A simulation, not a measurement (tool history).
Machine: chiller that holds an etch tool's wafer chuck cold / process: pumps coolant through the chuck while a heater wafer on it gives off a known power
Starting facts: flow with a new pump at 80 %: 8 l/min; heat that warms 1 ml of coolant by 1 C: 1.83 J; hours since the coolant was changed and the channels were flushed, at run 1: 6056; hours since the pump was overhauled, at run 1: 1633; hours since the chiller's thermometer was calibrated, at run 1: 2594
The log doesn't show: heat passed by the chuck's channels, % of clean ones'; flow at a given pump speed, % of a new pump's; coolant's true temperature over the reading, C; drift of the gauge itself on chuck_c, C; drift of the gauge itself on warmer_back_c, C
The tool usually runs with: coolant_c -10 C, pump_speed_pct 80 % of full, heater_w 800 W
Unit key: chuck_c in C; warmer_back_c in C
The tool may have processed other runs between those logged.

| run | hour | coolant_c | pump_speed_pct | heater_w | hours since the coolant was changed and the channels were flushed | hours since the pump was overhauled | hours since the chiller's thermometer was calibrated | chuck_c | warmer_back_c |
|---|---|---|---|---|---|---|---|---|---|
| 1 | 0.0 | -10 | 80 | 800 | 6056 | 1633 | 2594 | -3.0 | 3.41 |
| 2 | 81.6 | -10 | 80 | 800 | 6138 | 1715 | 2675 | -3.1 | 3.41 |
| 3 | 209.0 | -10 | 80 | 800 | 6265 | 1842 | 2803 | -2.9 | 3.44 |
| 4 | 299.5 | -10 | 80 | 800 | 6356 | 1933 | 2893 | -3.1 | 3.47 |
| 5 | 389.0 | -10 | 80 | 800 | 6445 | 2022 | 2983 | -2.9 | 3.43 |
|  | 446.5 | chiller's thermometer calibrated |
| 6 | 481.1 | -10 | 80 | 1028 | 6536 | 2113 | 35 | -0.7 | 4.44 |
| 7 | 602.7 | -10 | 80 | 871 | 6658 | 2235 | 156 | -2.1 | 3.78 |
| 8 | 727.7 | -10 | 80 | 871 | 6783 | 2360 | 281 | -2.1 | 3.78 |
| 9 | 809.3 | -10 | 80 | 871 | 6865 | 2441 | 363 | -2.2 | 3.78 |
| 10 | 878.1 | -10 | 80 | 871 | 6934 | 2510 | 432 | -2.1 | 3.75 |
| 11 | 983.1 | -10 | 80 | 871 | 7039 | 2615 | 537 | -2.0 | 3.82 |
| 12 | 1051.0 | -9 | 80 | 653 | 7106 | 2683 | 605 | -3.1 | 2.82 |
| 13 | 1170.4 | -9 | 80 | 653 | 7226 | 2803 | 724 | -3.2 | 2.83 |
| 14 | 1289.7 | -19 | 80 | 1084 | 7345 | 2922 | 843 | -9.0 | 4.72 |
| 15 | 1348.7 | -10 | 65 | 866 | 7404 | 2981 | 902 | -0.9 | 4.66 |
| 16 | 1436.0 | -9 | 97 | 1189 | 7491 | 3068 | 989 | 0.8 | 4.31 |
| 17 | 1549.9 | -9 | 97 | 1189 | 7605 | 3182 | 1103 | 0.7 | 4.29 |
| 18 | 1681.9 | -8 | 67 | 616 | 7737 | 3314 | 1235 | -1.6 | 3.24 |
| 19 | 1813.1 | -8 | 67 | 616 | 7869 | 3445 | 1367 | -1.7 | 3.24 |
| 20 | 1922.8 | -19 | 83 | 991 | 7978 | 3555 | 1476 | -10.0 | 4.26 |
| 21 | 1994.9 | -19 | 98 | 991 | 8050 | 3627 | 1548 | -10.8 | 3.61 |
| 22 | 2061.7 | -11 | 62 | 673 | 8117 | 3694 | 1615 | -3.8 | 3.97 |

Take each entry between the runs: how does the hidden state at the last listed run before it differ from the hidden state at the first listed run after it?
After run 5, before run 6: chiller's thermometer calibrated (hour 446.5)
  heat passed by the chuck's channels, % of clean ones': 89.1 -> 88.9; flow at a given pump speed, % of a new pump's: 95.3 -> 95.2; coolant's true temperature over the reading, C: -0.21 -> -0.03
  measured minus no-state result, chuck_c: +0.6 -> +0.9 C; warmer_back_c: +0.16 -> +0.22 C

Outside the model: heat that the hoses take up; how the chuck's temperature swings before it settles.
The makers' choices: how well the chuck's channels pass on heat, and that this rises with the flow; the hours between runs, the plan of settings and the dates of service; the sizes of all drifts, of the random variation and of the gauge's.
